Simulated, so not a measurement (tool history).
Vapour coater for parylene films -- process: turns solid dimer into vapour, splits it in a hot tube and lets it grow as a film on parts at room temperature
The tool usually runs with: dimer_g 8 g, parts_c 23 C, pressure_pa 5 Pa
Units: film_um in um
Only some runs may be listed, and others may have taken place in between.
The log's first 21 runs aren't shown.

run 22 hour=404.4 | dimer_g=4 parts_c=23 pressure_pa=5 | film_um=2.99
run 23 hour=420.3 | dimer_g=6 parts_c=15 pressure_pa=4.95 | film_um=6.17
run 24 hour=433.4 | dimer_g=10 parts_c=15 pressure_pa=4.25 | film_um=10.25
run 25 hour=450.1 | dimer_g=13 parts_c=34 pressure_pa=4.25 | film_um=6.37
run 26 hour=468.9 | dimer_g=13 parts_c=34 pressure_pa=4.25 | film_um=6.38
run 27 hour=482.1 | dimer_g=13 parts_c=34 pressure_pa=4.25 | film_um=6.4
run 28 hour=501.7 | dimer_g=13 parts_c=15 pressure_pa=4.25 | film_um=13.26
run 29 hour=521.8 | dimer_g=13 parts_c=15 pressure_pa=4.25 | film_um=13.23
run 30 hour=534 | dimer_g=13 parts_c=15 pressure_pa=4.25 | film_um=13.32
run 31 hour=557 | dimer_g=8 parts_c=27 pressure_pa=5 | film_um=5.03
run 32 hour=572.7 | dimer_g=8 parts_c=24 pressure_pa=11.62 | film_um=5.44
run 33 hour=589 | dimer_g=8 parts_c=24 pressure_pa=9.74 | film_um=5.44
run 34 hour=612.3 | dimer_g=8 parts_c=15 pressure_pa=3.44 | film_um=8.15
run 35 hour=627.2 | dimer_g=8 parts_c=23 pressure_pa=2.78 | film_um=6.06
run 36 hour=651.3 | dimer_g=6 parts_c=19 pressure_pa=2.66 | film_um=5.3
run 37 hour=669.8 | dimer_g=8 parts_c=27 pressure_pa=5 | film_um=4.96
run 38 hour=687 | dimer_g=6 parts_c=26 pressure_pa=2.68 | film_um=4.06
run 39 hour=711.9 | dimer_g=12 parts_c=35 pressure_pa=9.22 | film_um=5.32
run 40 hour=731.1 | dimer_g=5 parts_c=28 pressure_pa=5.53 | film_um=2.92
run 41 hour=750.4 | dimer_g=9 parts_c=17 pressure_pa=2.1 | film_um=8.68
run 42 hour=768.5 | dimer_g=5 parts_c=23 pressure_pa=5 | film_um=3.55
run 43 hour=785.5 | dimer_g=5 parts_c=23 pressure_pa=5 | film_um=3.63
-- hour=811.4 trap's valve overhauled
run 44 hour=813.7 | dimer_g=8 parts_c=23 pressure_pa=4.67 | film_um=6.49

Branching from run 44: 4 alternative next runs. What would each branch give?
run A hour=833.3 | dimer_g=8 parts_c=23 pressure_pa=3.17 | film_um=?
run B hour=833.3 | dimer_g=6 parts_c=33 pressure_pa=4.16 | film_um=?
run C hour=833.3 | dimer_g=13 parts_c=23 pressure_pa=6.23 | film_um=?
run D hour=833.3 | dimer_g=9 parts_c=18 pressure_pa=2.58 | film_um=?

run=A film_um=6.55
run=B film_um=3.34
run=C film_um=10.31
run=D film_um=9.13
Had the tool no hidden state, the same runs would have come out as:
run=A film_um=6.69
run=B film_um=3.41
run=C film_um=10.52
run=D film_um=9.32
